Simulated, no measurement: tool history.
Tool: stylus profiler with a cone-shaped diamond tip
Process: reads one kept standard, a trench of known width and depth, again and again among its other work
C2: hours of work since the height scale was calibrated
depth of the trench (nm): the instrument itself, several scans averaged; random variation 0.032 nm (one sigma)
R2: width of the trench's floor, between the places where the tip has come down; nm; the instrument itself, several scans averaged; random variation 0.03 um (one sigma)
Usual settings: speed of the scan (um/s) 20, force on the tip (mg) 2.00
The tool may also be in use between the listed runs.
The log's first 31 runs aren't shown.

{"run": 32, "day": 42.392, "speed of the scan (um/s)": 60, "force on the tip (mg)": 1.02, "scans with this tip": 5309, "C2": 680, "depth of the trench (nm)": 100.39, "R2": 28000}
{"run": 33, "day": 43.958, "speed of the scan (um/s)": 9, "force on the tip (mg)": 5.69, "scans with this tip": 5466, "C2": 700, "depth of the trench (nm)": 101.7, "R2": 28470}
{"run": 34, "day": 45.521, "speed of the scan (um/s)": 16, "force on the tip (mg)": 3.42, "scans with this tip": 5623, "C2": 720, "depth of the trench (nm)": 101.12, "R2": 28480}
{"run": 35, "day": 47.279, "speed of the scan (um/s)": 53, "force on the tip (mg)": 2.0, "scans with this tip": 5799, "C2": 743, "depth of the trench (nm)": 100.67, "R2": 28220}
{"run": 36, "day": 48.175, "speed of the scan (um/s)": 8, "force on the tip (mg)": 2.4, "scans with this tip": 5888, "C2": 754, "depth of the trench (nm)": 100.81, "R2": 28430}
{"run": 37, "day": 49.121, "speed of the scan (um/s)": 57, "force on the tip (mg)": 2.0, "scans with this tip": 5983, "C2": 767, "depth of the trench (nm)": 100.69, "R2": 28140}
{"run": 38, "day": 50.229, "speed of the scan (um/s)": 16, "force on the tip (mg)": 2.03, "scans with this tip": 6094, "C2": 781, "depth of the trench (nm)": 100.72, "R2": 28370}
{"run": 39, "day": 51.45, "speed of the scan (um/s)": 36, "force on the tip (mg)": 1.9, "scans with this tip": 6217, "C2": 797, "depth of the trench (nm)": 100.67, "R2": 28300}

4 ways to go on from here, each from the tool as it stands after run 39. What would each give?
{"run": "A", "day": 53.033, "speed of the scan (um/s)": 17, "force on the tip (mg)": 2.0, "scans with this tip": 6375, "C2": 817, "depth of the trench (nm)": "?", "R2": "?"}
{"run": "B", "day": 53.033, "speed of the scan (um/s)": 39, "force on the tip (mg)": 1.9, "scans with this tip": 6375, "C2": 817, "depth of the trench (nm)": "?", "R2": "?"}
{"run": "C", "day": 53.033, "speed of the scan (um/s)": 5, "force on the tip (mg)": 1.35, "scans with this tip": 6375, "C2": 817, "depth of the trench (nm)": "?", "R2": "?"}
{"run": "D", "day": 53.033, "speed of the scan (um/s)": 32, "force on the tip (mg)": 0.84, "scans with this tip": 6375, "C2": 817, "depth of the trench (nm)": "?", "R2": "?"}

run=A depth_of_the_trench_(nm)=100.67 R2=28330
run=B depth_of_the_trench_(nm)=100.67 R2=28250
run=C depth_of_the_trench_(nm)=100.45 R2=28440
run=D depth_of_the_trench_(nm)=100.22 R2=28240
Without the tool's hidden state the same runs would have given:
run=A depth_of_the_trench_(nm)=100.98 R2=28600
run=B depth_of_the_trench_(nm)=100.98 R2=28520
run=C depth_of_the_trench_(nm)=100.76 R2=28720
run=D depth_of_the_trench_(nm)=100.53 R2=28510
